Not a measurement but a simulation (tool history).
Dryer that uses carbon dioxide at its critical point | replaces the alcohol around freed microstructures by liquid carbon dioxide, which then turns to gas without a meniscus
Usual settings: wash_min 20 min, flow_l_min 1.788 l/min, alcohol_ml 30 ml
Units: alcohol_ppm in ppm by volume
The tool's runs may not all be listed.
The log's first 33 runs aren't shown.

{"run": 34, "hour": 1175.3, "wash_min": 13, "flow_l_min": 1.22, "alcohol_ml": 32, "alcohol_ppm": 424}
{"hour": 1200.6, "done": "inlet filter changed"}
{"run": 35, "hour": 1212.3, "wash_min": 13, "flow_l_min": 1.22, "alcohol_ml": 32, "alcohol_ppm": 310}
{"run": 36, "hour": 1237.4, "wash_min": 12, "flow_l_min": 2.03, "alcohol_ml": 64, "alcohol_ppm": 183}
{"run": 37, "hour": 1266.9, "wash_min": 19, "flow_l_min": 1.09, "alcohol_ml": 60, "alcohol_ppm": 250}
{"run": 38, "hour": 1302.2, "wash_min": 19, "flow_l_min": 1.09, "alcohol_ml": 60, "alcohol_ppm": 267}
{"run": 39, "hour": 1325.2, "wash_min": 19, "flow_l_min": 1.09, "alcohol_ml": 60, "alcohol_ppm": 283}
{"run": 40, "hour": 1365.1, "wash_min": 16, "flow_l_min": 1.09, "alcohol_ml": 108, "alcohol_ppm": 708}
{"run": 41, "hour": 1385.4, "wash_min": 17, "flow_l_min": 1.88, "alcohol_ml": 108, "alcohol_ppm": 184}
{"run": 42, "hour": 1408.0, "wash_min": 25, "flow_l_min": 2.11, "alcohol_ml": 30, "alcohol_ppm": 164}
{"run": 43, "hour": 1448.9, "wash_min": 30, "flow_l_min": 1.65, "alcohol_ml": 22, "alcohol_ppm": 166}
{"run": 44, "hour": 1492.2, "wash_min": 30, "flow_l_min": 1.65, "alcohol_ml": 22, "alcohol_ppm": 182}
{"hour": 1537.5, "done": "inlet filter changed"}
{"run": 45, "hour": 1539.9, "wash_min": 30, "flow_l_min": 1.65, "alcohol_ml": 22, "alcohol_ppm": 189}
{"run": 46, "hour": 1588.5, "wash_min": 30, "flow_l_min": 1.79, "alcohol_ml": 38, "alcohol_ppm": 195}

Forecast each of these 4 alternatives for the next run:
{"run": "A", "hour": 1621.2, "wash_min": 14, "flow_l_min": 2.51, "alcohol_ml": 63, "alcohol_ppm": "?"}
{"run": "B", "hour": 1621.2, "wash_min": 13, "flow_l_min": 1.788, "alcohol_ml": 30, "alcohol_ppm": "?"}
{"run": "C", "hour": 1621.2, "wash_min": 30, "flow_l_min": 2.77, "alcohol_ml": 38, "alcohol_ppm": "?"}
{"run": "D", "hour": 1621.2, "wash_min": 28, "flow_l_min": 1.79, "alcohol_ml": 38, "alcohol_ppm": "?"}

run=A alcohol_ppm=196
run=B alcohol_ppm=221
run=C alcohol_ppm=193
run=D alcohol_ppm=198
Without the tool's hidden state the same runs would have given:
run=A alcohol_ppm=2
run=B alcohol_ppm=27
run=C alcohol_ppm=4
run=D alcohol_ppm=9

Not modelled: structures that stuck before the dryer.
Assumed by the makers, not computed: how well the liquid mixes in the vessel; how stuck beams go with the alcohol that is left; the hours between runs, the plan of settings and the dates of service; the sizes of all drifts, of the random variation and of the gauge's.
